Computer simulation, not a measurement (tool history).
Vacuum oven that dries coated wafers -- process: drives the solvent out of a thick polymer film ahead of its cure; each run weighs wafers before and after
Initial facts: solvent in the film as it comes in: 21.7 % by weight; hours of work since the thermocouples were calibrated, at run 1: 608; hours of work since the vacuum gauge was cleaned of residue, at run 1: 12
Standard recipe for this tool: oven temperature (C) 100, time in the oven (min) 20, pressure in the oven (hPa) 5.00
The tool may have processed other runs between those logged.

run	day	oven temperature (C)	time in the oven (min)	pressure in the oven (hPa)	hours of work since the thermocouples were calibrated	hours of work since the vacuum gauge was cleaned of residue	solvent left in the film (%)
1	0.000	100	20	5.00	608	12	4.60
2	0.288	100	20	5.00	612	17	4.57
3	0.517	100	20	5.00	616	20	4.69
4	0.988	100	20	5.00	623	28	4.68
5	1.421	100	20	5.00	630	34	4.60
6	1.642	100	20	5.00	634	38	4.59
7	1.896	100	20	7.83	638	42	5.11
8	2.196	100	20	7.83	642	46	4.98
9	2.488	100	20	5.00	647	51	4.70
10	2.862	100	20	5.00	653	57	4.71
11	3.162	100	20	5.00	657	62	4.66
12	3.529	100	20	5.00	663	67	4.67
13	3.783	100	20	5.00	667	71	4.58
14	4.158	100	20	5.00	673	77	4.62
15	4.375	100	20	5.00	676	81	4.68
16	4.608	100	20	5.00	680	84	4.67
17	5.021	100	20	5.00	687	91	4.65
18	5.383	100	20	5.00	692	96	4.74
19	5.738	100	20	5.44	698	102	4.89
20	6.117	100	13	17.41	704	108	8.74
21	6.458	87	34	13.30	709	113	7.84
22	6.725	93	11	2.51	713	117	10.38
23	7.208	101	11	2.51	721	125	7.70
24	7.467	101	11	2.51	725	129	7.48
25	7.788	101	17	7.62	730	134	5.71
26	8.050	100	23	2.95	734	138	3.69
27	8.417	100	27	2.95	740	144	2.86
28	8.667	87	29	6.63	744	148	7.51
29	8.917	87	29	6.63	748	152	7.33
30	9.383	101	27	6.63	755	159	3.19

Below, some changes in solvent left in the film (%) between adjacent runs. For each, the amount present without the hidden state too (settings, incoming material, random variation) and the amount remaining for the hidden state with gauge scatter not shared by both compared results:
Hidden state present: true wafer temperature over the reading, C; true pressure over the reading, kPa; drift of the gauge itself on solvent_pct, %.
Run 19 -> 20: time in the oven (min) 20 -> 13, pressure in the oven (hPa) 5.44 -> 17.41. solvent left in the film (%) +3.85: hidden state +0.06, all else +3.79.
Run 21 -> 22: oven temperature (C) 87 -> 93, time in the oven (min) 34 -> 11, pressure in the oven (hPa) 13.30 -> 2.51. solvent left in the film (%) +2.54: hidden state -0.16, all else +2.70.
Run 27 -> 28: oven temperature (C) 100 -> 87, time in the oven (min) 27 -> 29, pressure in the oven (hPa) 2.95 -> 6.63. solvent left in the film (%) +4.65: hidden state +0.24, all else +4.41.
Run 29 -> 30: oven temperature (C) 87 -> 101, time in the oven (min) 29 -> 27. solvent left in the film (%) -4.14: hidden state -0.21, all else -3.93.
